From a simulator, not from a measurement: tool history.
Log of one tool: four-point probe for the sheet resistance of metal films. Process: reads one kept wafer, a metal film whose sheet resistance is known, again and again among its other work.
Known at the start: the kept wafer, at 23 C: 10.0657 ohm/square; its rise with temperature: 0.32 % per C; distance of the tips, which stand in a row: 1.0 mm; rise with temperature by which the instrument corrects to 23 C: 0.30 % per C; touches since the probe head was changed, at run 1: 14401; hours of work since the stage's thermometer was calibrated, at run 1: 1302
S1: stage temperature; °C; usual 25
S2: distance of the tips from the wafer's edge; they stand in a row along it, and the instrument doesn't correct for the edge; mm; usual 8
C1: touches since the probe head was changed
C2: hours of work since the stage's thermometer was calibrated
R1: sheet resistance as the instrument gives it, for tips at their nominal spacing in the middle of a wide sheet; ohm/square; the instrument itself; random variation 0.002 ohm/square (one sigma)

| run | hour | S1 | S2 | C1 | C2 | R1 |
|---|---|---|---|---|---|---|
| 1 | 0 | 25 | 8 | 14401 | 1302 | 10.217937 |
| 2 | 55.6 | 25 | 4 | 15621 | 1329 | 10.459134 |
| 3 | 96 | 25 | 4 | 16508 | 1349 | 10.461103 |
| 4 | 152.1 | 25 | 4 | 17738 | 1376 | 10.462154 |
| 5 | 206.5 | 25 | 4 | 18933 | 1402 | 10.457501 |
| 6 | 233 | 22 | 8 | 19514 | 1415 | 10.206135 |
| 7 | 286 | 22 | 8 | 20677 | 1441 | 10.210812 |
| 8 | 333.7 | 22 | 8 | 21723 | 1464 | 10.209155 |
| 9 | 379.5 | 22 | 8 | 22728 | 1486 | 10.212673 |
| 10 | 417.4 | 22 | 8 | 23559 | 1505 | 10.211019 |
| 11 | 467.7 | 22 | 8 | 24663 | 1529 | 10.213814 |
| 12 | 515.1 | 25 | 8 | 25704 | 1552 | 10.223485 |
| 13 | 543.9 | 25 | 8 | 26336 | 1566 | 10.220087 |
| 14 | 586.6 | 25 | 8 | 27272 | 1587 | 10.224883 |
| 15 | 639.9 | 25 | 8 | 28443 | 1613 | 10.226308 |
| 16 | 690.9 | 25 | 17 | 29561 | 1637 | 10.160131 |
| 17 | 716.7 | 25 | 17 | 30127 | 1650 | 10.161978 |
| 18 | 748 | 25 | 5 | 30814 | 1665 | 10.354499 |
| 19 | 787.3 | 25 | 5 | 31676 | 1684 | 10.359905 |
| 20 | 823.1 | 25 | 5 | 32461 | 1702 | 10.356908 |
| 21 | 865 | 20 | 32 | 33381 | 1722 | 10.13791 |
| 22 | 912.9 | 34 | 8 | 34433 | 1745 | 10.257692 |
| 23 | 941.5 | 25 | 20 | 35059 | 1759 | 10.153618 |
| 24 | 981.1 | 25 | 20 | 35929 | 1778 | 10.164764 |

The next listed run, before its measurement:
| 25 | 1027.7 | 20 | 11 | 36952 | 1801 | ? |

R1: 10.176551 ohm/square
Without the tool's hidden state the same run would have given R1 10.099059 ohm/square.
